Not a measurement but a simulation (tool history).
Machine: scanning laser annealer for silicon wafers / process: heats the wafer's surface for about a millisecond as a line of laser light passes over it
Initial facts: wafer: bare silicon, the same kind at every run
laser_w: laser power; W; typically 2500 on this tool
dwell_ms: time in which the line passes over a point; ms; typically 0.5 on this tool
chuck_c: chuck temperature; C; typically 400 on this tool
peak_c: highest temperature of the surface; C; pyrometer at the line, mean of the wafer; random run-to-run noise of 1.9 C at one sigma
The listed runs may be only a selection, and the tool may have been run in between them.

run,hour,laser_w,dwell_ms,chuck_c,peak_c
1,0,2500,0.5,400,1072
2,13.7,2500,0.5,387,1061
3,26.7,2735,0.5,400,1145
4,36.1,2735,0.5,400,1145
5,45,2735,0.5,400,1145
6,56,2735,0.5,400,1144
7,62.2,2735,0.5,400,1149
8,70.9,2735,0.5,400,1145
9,80.6,2735,0.5,400,1144
10,91.6,2500,0.46,400,1038
11,102,2500,0.46,400,1035
12,110.4,2500,0.46,400,1034
13,122.2,2500,0.46,400,1039
14,133.1,2500,0.5,426,1093
15,140.1,2500,0.5,400,1067
16,152.7,2500,0.5,400,1071
17,162.1,2500,0.365,400,956
18,168.3,2372,0.5,400,1026
19,180.5,2372,0.566,400,1077
20,194.1,2372,0.566,400,1071
21,206.4,2372,0.566,400,1071
22,219.3,2372,0.566,400,1074
23,229.5,2222,0.54,362,967
24,243.2,2222,0.54,399,1006
25,250.1,2500,0.5,415,1081
26,263.7,2500,0.5,415,1081
27,273.9,2256,0.583,364,1009
28,284.3,2326,0.372,426,942
29,294,2659,0.372,422,1025
30,305.4,2216,0.372,401,886
31,312.8,2216,0.445,414,954
32,322.5,2216,0.445,414,951
33,331.4,2301,0.5,392,996
34,344.5,2340,0.5,392,1006
35,355.2,2411,0.362,433,958
36,363.1,2411,0.539,433,1097
37,374.8,2411,0.539,433,1098
38,385,2411,0.539,433,1094
39,391.1,2622,0.431,433,1076
40,403.5,2622,0.431,433,1073
41,409.8,2136,0.59,400,1006

Forecast each of these 3 alternatives for the next run:
A,419.5,2722,0.59,400,?
B,419.5,2283,0.5,418,?
C,419.5,2593,0.428,400,?

run,peak_c
A,1203
B,1013
C,1028
Without the tool's unlogged condition, the same runs would have read:
run,peak_c
A,1255
B,1051
C,1068
